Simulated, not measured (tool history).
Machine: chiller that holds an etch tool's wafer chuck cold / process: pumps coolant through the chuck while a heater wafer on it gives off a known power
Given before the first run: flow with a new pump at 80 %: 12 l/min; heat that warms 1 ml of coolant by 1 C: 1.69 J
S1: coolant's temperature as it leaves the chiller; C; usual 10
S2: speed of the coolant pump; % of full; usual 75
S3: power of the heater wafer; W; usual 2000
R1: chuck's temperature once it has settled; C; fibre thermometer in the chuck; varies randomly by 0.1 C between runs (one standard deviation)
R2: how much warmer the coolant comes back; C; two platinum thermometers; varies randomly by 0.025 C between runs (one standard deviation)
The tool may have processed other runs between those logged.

run,day,S1,S2,S3,R1,R2
1,0,10,75,2000,27.8,6.46
2,2.329,10,75,2000,27.9,6.49
3,4.604,19,75,2000,36.7,6.53
4,8.508,19,75,2000,36.8,6.48
5,11.633,19,75,2608,42.4,8.46
6,13.488,19,75,2608,42.6,8.52
7,16.2,19,75,2608,42.6,8.49
8,18.871,3,75,2000,21.1,6.5
9,21.975,3,75,2000,21,6.48
10,25.371,3,75,2000,21.2,6.51
11,28.042,10,94,2000,25.2,5.08
12,31.421,10,75,2000,28.3,6.46
13,34.308,10,75,2000,28.3,6.53
14,37.775,10,75,2000,28.4,6.53
# day 38.196: coolant pump overhauled
15,40.533,10,75,2742,35.4,9.08
16,43.642,10,67,2000,30.6,7.53
17,46.533,10,67,2000,30.5,7.49
18,50.475,11,92,2971,34.2,7.81
19,53.408,11,92,2971,34.4,7.89
# day 54.354: coolant pump overhauled, once more
20,56.283,11,92,2971,33.8,7.51
21,59.746,1,85,1573,14,4.37
22,62.388,18,64,1918,38.4,7.28
23,64.983,5,89,2000,21,5.28
24,68.475,5,89,2000,21,5.24
25,70.608,0,93,1748,13.6,4.42
26,74.408,0,93,1748,13.7,4.39
27,77.296,0,93,1748,13.7,4.37
28,80.529,19,91,2000,34.9,5.19
29,83.3,19,91,2000,35.2,5.24
30,87.462,4,70,2000,24.1,6.91
31,89.946,5,90,2000,21.1,5.23
32,94.158,3,75,1974,21.7,6.32
33,96.433,15,77,2293,36.4,7.19

Consider 3 possible next runs. They are alternatives, not a sequence: every one starts from the tool as it was left by run 33. What does each give?
A,99.438,10,78,2512,?,?
B,99.438,11,74,1224,?,?
C,99.438,8,75,2000,?,?

run,R1,R2
A,33,7.76
B,22.9,4
C,27,6.46
Take away the tool's hidden state, keep each run's random variation, and the runs would have read:
run,R1,R2
A,29.8,7.64
B,21,3.94
C,24.3,6.37
